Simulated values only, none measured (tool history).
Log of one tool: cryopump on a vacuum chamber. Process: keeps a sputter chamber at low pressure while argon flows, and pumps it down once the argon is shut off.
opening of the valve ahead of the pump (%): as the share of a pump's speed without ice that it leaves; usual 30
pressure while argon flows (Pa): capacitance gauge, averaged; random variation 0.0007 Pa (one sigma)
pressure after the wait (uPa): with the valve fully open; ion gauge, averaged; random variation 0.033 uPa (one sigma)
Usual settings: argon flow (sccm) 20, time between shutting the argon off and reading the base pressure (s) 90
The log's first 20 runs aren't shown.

run	hour	argon flow (sccm)	time between shutting the argon off and reading the base pressure (s)	opening of the valve ahead of the pump (%)	pressure while argon flows (Pa)	pressure after the wait (uPa)
21	469.4	20	27	30	0.1249	5.19
22	504.1	20	47	30	0.1271	3.15
23	525.0	20	90	21	0.1784	1.90
24	551.7	20	90	21	0.1799	1.92
25	570.4	37	58	55	0.1365	2.66
26	596.2	37	58	55	0.1370	2.73
27	619.9	8	27	30	0.0529	5.20
28	649.6	24	27	30	0.1579	5.09
29	679.0	24	27	30	0.1579	5.20
30	698.0	20	90	30	0.1334	1.97
31	718.0	25	90	30	0.1689	2.07
32	740.0	19	25	30	0.1291	5.66
33	761.6	18	163	24	0.1499	1.38

Forecast each of these 4 alternatives for the next run:
A	781.2	11	260	24	?	?
B	781.2	16	257	26	?	?
C	781.2	20	92	30	?	?
D	781.2	9	77	30	?	?

run	pressure while argon flows (Pa)	pressure after the wait (uPa)
A	0.0931	1.14
B	0.1247	1.17
C	0.1386	2.12
D	0.0622	2.30
Without the tool's hidden state the same runs would have given:
run	pressure while argon flows (Pa)	pressure after the wait (uPa)
A	0.0843	0.80
B	0.1119	0.84
C	0.1226	1.78
D	0.0550	1.97
